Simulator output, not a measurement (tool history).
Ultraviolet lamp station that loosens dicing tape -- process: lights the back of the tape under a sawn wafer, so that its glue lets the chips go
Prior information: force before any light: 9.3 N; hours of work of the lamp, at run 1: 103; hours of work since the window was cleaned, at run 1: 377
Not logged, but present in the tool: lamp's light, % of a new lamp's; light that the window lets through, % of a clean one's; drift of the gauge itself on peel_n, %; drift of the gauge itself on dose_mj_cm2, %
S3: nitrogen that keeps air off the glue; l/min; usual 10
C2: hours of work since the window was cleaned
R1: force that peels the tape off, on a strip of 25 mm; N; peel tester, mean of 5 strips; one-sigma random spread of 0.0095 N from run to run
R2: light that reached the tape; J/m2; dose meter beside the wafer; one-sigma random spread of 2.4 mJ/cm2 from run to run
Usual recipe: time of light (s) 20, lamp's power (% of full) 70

run 1 hour=0.0 | time_of_light_(s)=20 lamp's_power_(%_of_full)=70 S3=10 | hours_of_work_of_the_lamp=103 C2=377 | R1=0.512 R2=2600
run 2 hour=8.2 | time_of_light_(s)=20 lamp's_power_(%_of_full)=70 S3=10 | hours_of_work_of_the_lamp=109 C2=383 | R1=0.503 R2=2550
run 3 hour=13.9 | time_of_light_(s)=20 lamp's_power_(%_of_full)=70 S3=10 | hours_of_work_of_the_lamp=112 C2=386 | R1=0.550 R2=2590
run 4 hour=23.5 | time_of_light_(s)=20 lamp's_power_(%_of_full)=70 S3=10 | hours_of_work_of_the_lamp=118 C2=392 | R1=0.519 R2=2550
run 5 hour=29.4 | time_of_light_(s)=20 lamp's_power_(%_of_full)=70 S3=10 | hours_of_work_of_the_lamp=122 C2=396 | R1=0.531 R2=2570
run 6 hour=39.3 | time_of_light_(s)=20 lamp's_power_(%_of_full)=70 S3=10 | hours_of_work_of_the_lamp=128 C2=402 | R1=0.530 R2=2560
run 7 hour=44.1 | time_of_light_(s)=18 lamp's_power_(%_of_full)=70 S3=10 | hours_of_work_of_the_lamp=132 C2=406 | R1=0.686 R2=2300
run 8 hour=53.9 | time_of_light_(s)=18 lamp's_power_(%_of_full)=70 S3=10 | hours_of_work_of_the_lamp=138 C2=412 | R1=0.691 R2=2290
run 9 hour=60.1 | time_of_light_(s)=18 lamp's_power_(%_of_full)=70 S3=10 | hours_of_work_of_the_lamp=142 C2=416 | R1=0.717 R2=2250
run 10 hour=71.1 | time_of_light_(s)=18 lamp's_power_(%_of_full)=70 S3=10 | hours_of_work_of_the_lamp=149 C2=423 | R1=0.700 R2=2260
run 11 hour=78.5 | time_of_light_(s)=18 lamp's_power_(%_of_full)=70 S3=10 | hours_of_work_of_the_lamp=154 C2=428 | R1=0.714 R2=2260
run 12 hour=87.2 | time_of_light_(s)=18 lamp's_power_(%_of_full)=70 S3=10 | hours_of_work_of_the_lamp=159 C2=433 | R1=0.711 R2=2270
run 13 hour=92.6 | time_of_light_(s)=20 lamp's_power_(%_of_full)=70 S3=17 | hours_of_work_of_the_lamp=163 C2=437 | R1=0.318 R2=2500
run 14 hour=101.5 | time_of_light_(s)=20 lamp's_power_(%_of_full)=77 S3=17 | hours_of_work_of_the_lamp=168 C2=442 | R1=0.253 R2=2710
run 15 hour=108.4 | time_of_light_(s)=20 lamp's_power_(%_of_full)=93 S3=10 | hours_of_work_of_the_lamp=173 C2=447 | R1=0.256 R2=3360
run 16 hour=113.2 | time_of_light_(s)=20 lamp's_power_(%_of_full)=70 S3=10 | hours_of_work_of_the_lamp=176 C2=450 | R1=0.565 R2=2530
run 17 hour=119.8 | time_of_light_(s)=20 lamp's_power_(%_of_full)=70 S3=10 | hours_of_work_of_the_lamp=180 C2=454 | R1=0.545 R2=2490
run 18 hour=129.2 | time_of_light_(s)=20 lamp's_power_(%_of_full)=70 S3=10 | hours_of_work_of_the_lamp=186 C2=460 | R1=0.550 R2=2500
run 19 hour=134.0 | time_of_light_(s)=20 lamp's_power_(%_of_full)=90 S3=10 | hours_of_work_of_the_lamp=189 C2=463 | R1=0.282 R2=3170
run 20 hour=139.7 | time_of_light_(s)=20 lamp's_power_(%_of_full)=90 S3=10 | hours_of_work_of_the_lamp=193 C2=467 | R1=0.292 R2=3250
run 21 hour=147.3 | time_of_light_(s)=20 lamp's_power_(%_of_full)=90 S3=10 | hours_of_work_of_the_lamp=198 C2=472 | R1=0.279 R2=3180
run 22 hour=154.2 | time_of_light_(s)=20 lamp's_power_(%_of_full)=64 S3=10 | hours_of_work_of_the_lamp=202 C2=476 | R1=0.709 R2=2290
run 23 hour=161.4 | time_of_light_(s)=20 lamp's_power_(%_of_full)=64 S3=10 | hours_of_work_of_the_lamp=207 C2=481 | R1=0.721 R2=2270
run 24 hour=169.1 | time_of_light_(s)=20 lamp's_power_(%_of_full)=99 S3=7 | hours_of_work_of_the_lamp=212 C2=486 | R1=0.335 R2=3490
run 25 hour=175.8 | time_of_light_(s)=23 lamp's_power_(%_of_full)=98 S3=16 | hours_of_work_of_the_lamp=216 C2=490 | R1=0.102 R2=4000
run 26 hour=183.1 | time_of_light_(s)=22 lamp's_power_(%_of_full)=98 S3=5 | hours_of_work_of_the_lamp=221 C2=495 | R1=0.407 R2=3740
run 27 hour=192.7 | time_of_light_(s)=22 lamp's_power_(%_of_full)=72 S3=5 | hours_of_work_of_the_lamp=227 C2=501 | R1=0.889 R2=2740
run 28 hour=202.4 | time_of_light_(s)=22 lamp's_power_(%_of_full)=72 S3=5 | hours_of_work_of_the_lamp=233 C2=507 | R1=0.877 R2=2750
run 29 hour=207.2 | time_of_light_(s)=22 lamp's_power_(%_of_full)=72 S3=5 | hours_of_work_of_the_lamp=236 C2=510 | R1=0.879 R2=2730
run 30 hour=216.9 | time_of_light_(s)=22 lamp's_power_(%_of_full)=72 S3=5 | hours_of_work_of_the_lamp=242 C2=516 | R1=0.897 R2=2770
run 31 hour=227.5 | time_of_light_(s)=25 lamp's_power_(%_of_full)=92 S3=3 | hours_of_work_of_the_lamp=249 C2=523 | R1=0.631 R2=4040
run 32 hour=232.5 | time_of_light_(s)=20 lamp's_power_(%_of_full)=70 S3=14 | hours_of_work_of_the_lamp=252 C2=526 | R1=0.423 R2=2420
run 33 hour=242.0 | time_of_light_(s)=20 lamp's_power_(%_of_full)=70 S3=14 | hours_of_work_of_the_lamp=258 C2=532 | R1=0.433 R2=2430
run 34 hour=250.2 | time_of_light_(s)=20 lamp's_power_(%_of_full)=70 S3=14 | hours_of_work_of_the_lamp=263 C2=537 | R1=0.433 R2=2440
run 35 hour=256.3 | time_of_light_(s)=20 lamp's_power_(%_of_full)=70 S3=14 | hours_of_work_of_the_lamp=267 C2=541 | R1=0.418 R2=2410
run 36 hour=266.3 | time_of_light_(s)=20 lamp's_power_(%_of_full)=75 S3=3 | hours_of_work_of_the_lamp=274 C2=548 | R1=1.598 R2=2570
run 37 hour=272.0 | time_of_light_(s)=16 lamp's_power_(%_of_full)=69 S3=20 | hours_of_work_of_the_lamp=277 C2=551 | R1=0.602 R2=1910
run 38 hour=280.0 | time_of_light_(s)=31 lamp's_power_(%_of_full)=69 S3=10 | hours_of_work_of_the_lamp=283 C2=557 | R1=0.187 R2=3710
run 39 hour=289.7 | time_of_light_(s)=22 lamp's_power_(%_of_full)=69 S3=10 | hours_of_work_of_the_lamp=289 C2=563 | R1=0.500 R2=2600
run 40 hour=299.3 | time_of_light_(s)=20 lamp's_power_(%_of_full)=78 S3=10 | hours_of_work_of_the_lamp=295 C2=569 | R1=0.474 R2=2700
run 41 hour=309.0 | time_of_light_(s)=13 lamp's_power_(%_of_full)=61 S3=4 | hours_of_work_of_the_lamp=301 C2=575 | R1=3.332 R2=1340
run 42 hour=314.4 | time_of_light_(s)=13 lamp's_power_(%_of_full)=61 S3=4 | hours_of_work_of_the_lamp=305 C2=579 | R1=3.301 R2=1360
run 43 hour=319.4 | time_of_light_(s)=13 lamp's_power_(%_of_full)=61 S3=4 | hours_of_work_of_the_lamp=308 C2=582 | R1=3.239 R2=1360
run 44 hour=329.5 | time_of_light_(s)=14 lamp's_power_(%_of_full)=70 S3=10 | hours_of_work_of_the_lamp=314 C2=588 | R1=1.421 R2=1670
run 45 hour=337.0 | time_of_light_(s)=14 lamp's_power_(%_of_full)=70 S3=10 | hours_of_work_of_the_lamp=319 C2=593 | R1=1.404 R2=1640

Each row is a separate what-if for the run after 45, all from the same tool condition, not one after another. Results?
run A hour=344.9 | time_of_light_(s)=21 lamp's_power_(%_of_full)=79 S3=9 | hours_of_work_of_the_lamp=324 C2=598 | R1=? R2=?
run B hour=344.9 | time_of_light_(s)=34 lamp's_power_(%_of_full)=71 S3=13 | hours_of_work_of_the_lamp=324 C2=598 | R1=? R2=?
run C hour=344.9 | time_of_light_(s)=13 lamp's_power_(%_of_full)=70 S3=10 | hours_of_work_of_the_lamp=324 C2=598 | R1=? R2=?

run=A R1=0.455 R2=2790
run=B R1=0.125 R2=4080
run=C R1=1.648 R2=1540
Take away the tool's hidden state, keep each run's random variation, and the runs would have read:
run=A R1=0.272 R2=3350
run=B R1=0.093 R2=4880
run=C R1=1.176 R2=1840
